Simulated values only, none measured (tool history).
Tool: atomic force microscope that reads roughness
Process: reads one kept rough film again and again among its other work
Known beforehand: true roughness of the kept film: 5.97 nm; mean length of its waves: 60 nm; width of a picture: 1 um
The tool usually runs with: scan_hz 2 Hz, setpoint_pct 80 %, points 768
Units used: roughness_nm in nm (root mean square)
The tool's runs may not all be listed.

run 1 hour=0 | scan_hz=2 setpoint_pct=80 points=768 | roughness_nm=4.88
run 2 hour=26.3 | scan_hz=2 setpoint_pct=80 points=768 | roughness_nm=4.62
run 3 hour=48.9 | scan_hz=0.85 setpoint_pct=80 points=768 | roughness_nm=4.627
run 4 hour=71.6 | scan_hz=0.85 setpoint_pct=80 points=768 | roughness_nm=4.399
-- hour=84.7 new tip fitted
run 5 hour=89.5 | scan_hz=0.85 setpoint_pct=80 points=339 | roughness_nm=5.299
run 6 hour=101.3 | scan_hz=0.85 setpoint_pct=80 points=339 | roughness_nm=5.143
run 7 hour=121.1 | scan_hz=0.85 setpoint_pct=80 points=339 | roughness_nm=4.944
run 8 hour=141.3 | scan_hz=0.85 setpoint_pct=80 points=339 | roughness_nm=4.737
run 9 hour=161.8 | scan_hz=0.85 setpoint_pct=80 points=339 | roughness_nm=4.539
-- hour=188.5 new tip fitted
run 10 hour=188.5 | scan_hz=0.85 setpoint_pct=80 points=339 | roughness_nm=5.322
run 11 hour=201 | scan_hz=0.85 setpoint_pct=80 points=339 | roughness_nm=5.202
run 12 hour=227.5 | scan_hz=2 setpoint_pct=80 points=768 | roughness_nm=4.659
run 13 hour=247.2 | scan_hz=2 setpoint_pct=80 points=768 | roughness_nm=4.501
run 14 hour=259.5 | scan_hz=2 setpoint_pct=80 points=768 | roughness_nm=4.406
run 15 hour=284.6 | scan_hz=1.85 setpoint_pct=80 points=768 | roughness_nm=4.207
-- hour=292.8 new tip fitted
run 16 hour=301.6 | scan_hz=1.85 setpoint_pct=80 points=768 | roughness_nm=5.033
run 17 hour=317.3 | scan_hz=2 setpoint_pct=80 points=768 | roughness_nm=4.821
run 18 hour=340.9 | scan_hz=2 setpoint_pct=80 points=768 | roughness_nm=4.556
run 19 hour=351.6 | scan_hz=2 setpoint_pct=80 points=768 | roughness_nm=4.488
run 20 hour=373.8 | scan_hz=2 setpoint_pct=80 points=768 | roughness_nm=4.259
run 21 hour=394 | scan_hz=2 setpoint_pct=80 points=768 | roughness_nm=4.104
-- hour=395.9 new tip fitted
-- hour=396.9 height scale calibrated on a step standard
run 22 hour=421.6 | scan_hz=2 setpoint_pct=80 points=264 | roughness_nm=4.827
run 23 hour=436.2 | scan_hz=2 setpoint_pct=80 points=768 | roughness_nm=4.716
run 24 hour=459 | scan_hz=2 setpoint_pct=80 points=768 | roughness_nm=4.464
run 25 hour=484.9 | scan_hz=2 setpoint_pct=80 points=768 | roughness_nm=4.261
-- hour=499.6 new tip fitted
run 26 hour=504.3 | scan_hz=2 setpoint_pct=80 points=768 | roughness_nm=5.05
run 27 hour=517.6 | scan_hz=2 setpoint_pct=80 points=671 | roughness_nm=4.91
run 28 hour=537.8 | scan_hz=2 setpoint_pct=80 points=671 | roughness_nm=4.672
run 29 hour=552.8 | scan_hz=1.27 setpoint_pct=57 points=628 | roughness_nm=4.869
-- hour=558.2 height scale calibrated on a step standard, once more
run 30 hour=572.6 | scan_hz=1.27 setpoint_pct=57 points=628 | roughness_nm=4.674
run 31 hour=599.1 | scan_hz=2 setpoint_pct=70 points=768 | roughness_nm=4.291
-- hour=603.6 new tip fitted
run 32 hour=613.4 | scan_hz=2 setpoint_pct=70 points=768 | roughness_nm=5.201
run 33 hour=625.1 | scan_hz=2 setpoint_pct=70 points=768 | roughness_nm=5.027
run 34 hour=642.2 | scan_hz=2.68 setpoint_pct=67 points=562 | roughness_nm=4.841
run 35 hour=654.4 | scan_hz=2.21 setpoint_pct=74 points=355 | roughness_nm=4.609
run 36 hour=667.1 | scan_hz=1.03 setpoint_pct=80 points=314 | roughness_nm=4.61
run 37 hour=680 | scan_hz=2.89 setpoint_pct=59 points=408 | roughness_nm=4.513
run 38 hour=700.2 | scan_hz=0.68 setpoint_pct=78 points=368 | roughness_nm=4.366
-- hour=706 new tip fitted
run 39 hour=713.1 | scan_hz=0.68 setpoint_pct=78 points=368 | roughness_nm=5.33
run 40 hour=729.2 | scan_hz=2 setpoint_pct=56 points=279 | roughness_nm=5.096
run 41 hour=747.1 | scan_hz=0.77 setpoint_pct=80 points=768 | roughness_nm=4.926
run 42 hour=772.2 | scan_hz=1.19 setpoint_pct=80 points=456 | roughness_nm=4.608
run 43 hour=785.9 | scan_hz=1.19 setpoint_pct=58 points=456 | roughness_nm=4.631
-- hour=809.1 new tip fitted
run 44 hour=810.6 | scan_hz=0.76 setpoint_pct=67 points=556 | roughness_nm=5.454
run 45 hour=831.1 | scan_hz=0.76 setpoint_pct=67 points=556 | roughness_nm=5.21
run 46 hour=849.3 | scan_hz=0.78 setpoint_pct=67 points=399 | roughness_nm=4.996
run 47 hour=869 | scan_hz=0.78 setpoint_pct=67 points=399 | roughness_nm=4.825
run 48 hour=886.3 | scan_hz=3.55 setpoint_pct=88 points=1013 | roughness_nm=3.843
run 49 hour=903.4 | scan_hz=3.55 setpoint_pct=88 points=1013 | roughness_nm=3.74
-- hour=912.6 new tip fitted
run 50 hour=914.8 | scan_hz=3.55 setpoint_pct=88 points=1013 | roughness_nm=4.54
run 51 hour=938.5 | scan_hz=3.55 setpoint_pct=88 points=1013 | roughness_nm=4.311
run 52 hour=965.1 | scan_hz=3.66 setpoint_pct=65 points=1017 | roughness_nm=4.72
run 53 hour=982.3 | scan_hz=0.51 setpoint_pct=76 points=644 | roughness_nm=4.709

Predict each of these 3 candidate next runs independently; none follows another, all start after run 53:
run A hour=998.9 | scan_hz=0.98 setpoint_pct=76 points=644 | roughness_nm=?
run B hour=998.9 | scan_hz=0.51 setpoint_pct=76 points=644 | roughness_nm=?
run C hour=998.9 | scan_hz=3.01 setpoint_pct=62 points=631 | roughness_nm=?

run=A roughness_nm=4.481
run=B roughness_nm=4.56
run=C roughness_nm=4.417
Without the tool's hidden state the same runs would have given:
run=A roughness_nm=5.414
run=B roughness_nm=5.512
run=C roughness_nm=5.338

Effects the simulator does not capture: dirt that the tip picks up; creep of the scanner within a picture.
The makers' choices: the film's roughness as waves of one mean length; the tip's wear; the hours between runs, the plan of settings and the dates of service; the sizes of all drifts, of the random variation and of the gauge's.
